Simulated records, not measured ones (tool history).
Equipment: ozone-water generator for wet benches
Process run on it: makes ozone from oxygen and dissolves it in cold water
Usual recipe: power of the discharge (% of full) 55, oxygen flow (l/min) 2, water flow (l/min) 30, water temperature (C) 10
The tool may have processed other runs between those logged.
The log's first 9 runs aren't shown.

run,hour,power of the discharge (% of full),oxygen flow (l/min),water flow (l/min),water temperature (C),dissolved ozone (ppm),ozone in the gas ahead of the water (g/m3)
10,359.9,55,2,30,7,7.2,195.4
11,389.6,55,2,30,7,7.1,195.1
12,432.8,55,2,30,7,6.9,194.9
13,474,55,2,30,7,7,192.9
14,500.2,55,2,30,10,6.7,195.7
15,532.2,55,2,30,10,6.9,194
16,559.6,55,2,30,10,6.9,195
17,594.5,55,2,30,9,6.9,193.4
18,627.7,80,2.91,34,17,8.9,216.2
19,663.4,46,1.53,20,7,8.8,195.3

Run 20 comes next. What will it give?
20,688.9,80,2.76,20,6,?,?

dissolved ozone (ppm): 16.2
ozone in the gas ahead of the water (g/m3): 221.6
Had the tool carried no hidden state, the very same run would have given dissolved ozone (ppm) 16.4, ozone in the gas ahead of the water (g/m3) 223.8.
